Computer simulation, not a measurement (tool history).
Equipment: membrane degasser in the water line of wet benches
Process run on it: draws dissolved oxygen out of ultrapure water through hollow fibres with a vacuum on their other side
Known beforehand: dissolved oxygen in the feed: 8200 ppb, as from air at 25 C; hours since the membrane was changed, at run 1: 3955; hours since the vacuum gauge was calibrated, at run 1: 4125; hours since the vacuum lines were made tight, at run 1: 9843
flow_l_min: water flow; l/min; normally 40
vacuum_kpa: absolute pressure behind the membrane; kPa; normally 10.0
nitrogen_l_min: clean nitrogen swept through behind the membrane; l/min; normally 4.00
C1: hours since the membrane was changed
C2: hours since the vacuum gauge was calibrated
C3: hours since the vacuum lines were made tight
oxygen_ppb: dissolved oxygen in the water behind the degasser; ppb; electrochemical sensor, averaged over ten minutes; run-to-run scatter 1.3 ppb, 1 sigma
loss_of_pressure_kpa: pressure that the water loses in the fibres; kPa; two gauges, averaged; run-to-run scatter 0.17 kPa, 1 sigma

run 1 hour=0.0 | flow_l_min=40 vacuum_kpa=10.0 nitrogen_l_min=4.00 | C1=3955 C2=4125 C3=9843 | oxygen_ppb=194.1 loss_of_pressure_kpa=32.54
run 2 hour=55.9 | flow_l_min=40 vacuum_kpa=8.8 nitrogen_l_min=4.00 | C1=4011 C2=4181 C3=9899 | oxygen_ppb=166.4 loss_of_pressure_kpa=32.33
run 3 hour=137.0 | flow_l_min=40 vacuum_kpa=8.8 nitrogen_l_min=4.00 | C1=4092 C2=4262 C3=9980 | oxygen_ppb=163.8 loss_of_pressure_kpa=32.28
run 4 hour=222.7 | flow_l_min=40 vacuum_kpa=8.8 nitrogen_l_min=4.00 | C1=4178 C2=4348 C3=10066 | oxygen_ppb=165.2 loss_of_pressure_kpa=32.21
run 5 hour=325.3 | flow_l_min=40 vacuum_kpa=8.8 nitrogen_l_min=4.00 | C1=4280 C2=4450 C3=10169 | oxygen_ppb=167.4 loss_of_pressure_kpa=32.24
run 6 hour=405.7 | flow_l_min=40 vacuum_kpa=8.8 nitrogen_l_min=4.00 | C1=4361 C2=4531 C3=10249 | oxygen_ppb=165.1 loss_of_pressure_kpa=32.35
run 7 hour=473.4 | flow_l_min=39 vacuum_kpa=8.8 nitrogen_l_min=4.00 | C1=4428 C2=4598 C3=10317 | oxygen_ppb=158.8 loss_of_pressure_kpa=31.73
-- hour=479.9 vacuum gauge calibrated
run 8 hour=546.8 | flow_l_min=40 vacuum_kpa=10.0 nitrogen_l_min=4.00 | C1=4501 C2=67 C3=10390 | oxygen_ppb=192.5 loss_of_pressure_kpa=32.69
run 9 hour=614.7 | flow_l_min=40 vacuum_kpa=10.0 nitrogen_l_min=4.00 | C1=4569 C2=135 C3=10458 | oxygen_ppb=196.5 loss_of_pressure_kpa=32.45
run 10 hour=682.4 | flow_l_min=40 vacuum_kpa=10.0 nitrogen_l_min=3.25 | C1=4637 C2=202 C3=10525 | oxygen_ppb=231.9 loss_of_pressure_kpa=31.87
run 11 hour=810.3 | flow_l_min=40 vacuum_kpa=10.0 nitrogen_l_min=3.25 | C1=4765 C2=330 C3=10653 | oxygen_ppb=232.0 loss_of_pressure_kpa=32.22
run 12 hour=866.4 | flow_l_min=53 vacuum_kpa=10.0 nitrogen_l_min=3.25 | C1=4821 C2=387 C3=10709 | oxygen_ppb=344.9 loss_of_pressure_kpa=43.04
-- hour=893.5 vacuum gauge calibrated, once more
run 13 hour=990.4 | flow_l_min=53 vacuum_kpa=8.4 nitrogen_l_min=9.92 | C1=4944 C2=97 C3=10833 | oxygen_ppb=166.1 loss_of_pressure_kpa=43.21
run 14 hour=1044.1 | flow_l_min=53 vacuum_kpa=8.4 nitrogen_l_min=9.92 | C1=4998 C2=151 C3=10886 | oxygen_ppb=168.1 loss_of_pressure_kpa=42.96
run 15 hour=1146.5 | flow_l_min=53 vacuum_kpa=8.4 nitrogen_l_min=9.92 | C1=5100 C2=253 C3=10989 | oxygen_ppb=163.0 loss_of_pressure_kpa=42.92
run 16 hour=1218.1 | flow_l_min=60 vacuum_kpa=7.6 nitrogen_l_min=1.87 | C1=5172 C2=325 C3=11060 | oxygen_ppb=429.3 loss_of_pressure_kpa=48.74
run 17 hour=1334.2 | flow_l_min=60 vacuum_kpa=7.6 nitrogen_l_min=1.87 | C1=5288 C2=441 C3=11176 | oxygen_ppb=433.0 loss_of_pressure_kpa=48.73
run 18 hour=1394.7 | flow_l_min=54 vacuum_kpa=7.6 nitrogen_l_min=1.87 | C1=5349 C2=501 C3=11237 | oxygen_ppb=364.3 loss_of_pressure_kpa=43.88
run 19 hour=1487.7 | flow_l_min=40 vacuum_kpa=10.0 nitrogen_l_min=3.25 | C1=5442 C2=594 C3=11330 | oxygen_ppb=222.6 loss_of_pressure_kpa=32.45
run 20 hour=1567.6 | flow_l_min=35 vacuum_kpa=24.0 nitrogen_l_min=6.32 | C1=5521 C2=674 C3=11410 | oxygen_ppb=292.7 loss_of_pressure_kpa=28.21
run 21 hour=1639.9 | flow_l_min=25 vacuum_kpa=10.0 nitrogen_l_min=5.64 | C1=5594 C2=746 C3=11482 | oxygen_ppb=77.3 loss_of_pressure_kpa=20.17
run 22 hour=1752.2 | flow_l_min=37 vacuum_kpa=20.5 nitrogen_l_min=2.28 | C1=5706 C2=859 C3=11594 | oxygen_ppb=626.5 loss_of_pressure_kpa=30.27
run 23 hour=1862.0 | flow_l_min=45 vacuum_kpa=19.5 nitrogen_l_min=7.81 | C1=5816 C2=968 C3=11704 | oxygen_ppb=276.2 loss_of_pressure_kpa=36.72
run 24 hour=1945.0 | flow_l_min=40 vacuum_kpa=14.6 nitrogen_l_min=4.00 | C1=5899 C2=1052 C3=11787 | oxygen_ppb=296.8 loss_of_pressure_kpa=32.84

Branching from run 24: 4 alternative next runs. What would each branch give?
run A hour=2074.6 | flow_l_min=50 vacuum_kpa=20.0 nitrogen_l_min=1.99 | C1=6028 C2=1181 C3=11917 | oxygen_ppb=? loss_of_pressure_kpa=?
run B hour=2074.6 | flow_l_min=40 vacuum_kpa=22.2 nitrogen_l_min=4.00 | C1=6028 C2=1181 C3=11917 | oxygen_ppb=? loss_of_pressure_kpa=?
run C hour=2074.6 | flow_l_min=26 vacuum_kpa=9.4 nitrogen_l_min=9.43 | C1=6028 C2=1181 C3=11917 | oxygen_ppb=? loss_of_pressure_kpa=?
run D hour=2074.6 | flow_l_min=31 vacuum_kpa=14.6 nitrogen_l_min=4.00 | C1=6028 C2=1181 C3=11917 | oxygen_ppb=? loss_of_pressure_kpa=?

run=A oxygen_ppb=907.3 loss_of_pressure_kpa=40.73
run=B oxygen_ppb=467.4 loss_of_pressure_kpa=32.69
run=C oxygen_ppb=46.7 loss_of_pressure_kpa=20.91
run=D oxygen_ppb=218.9 loss_of_pressure_kpa=25.52
Had the tool no hidden state, the same runs would have come out as:
run=A oxygen_ppb=890.7 loss_of_pressure_kpa=39.29
run=B oxygen_ppb=455.7 loss_of_pressure_kpa=31.54
run=C oxygen_ppb=44.6 loss_of_pressure_kpa=20.16
run=D oxygen_ppb=212.8 loss_of_pressure_kpa=24.62
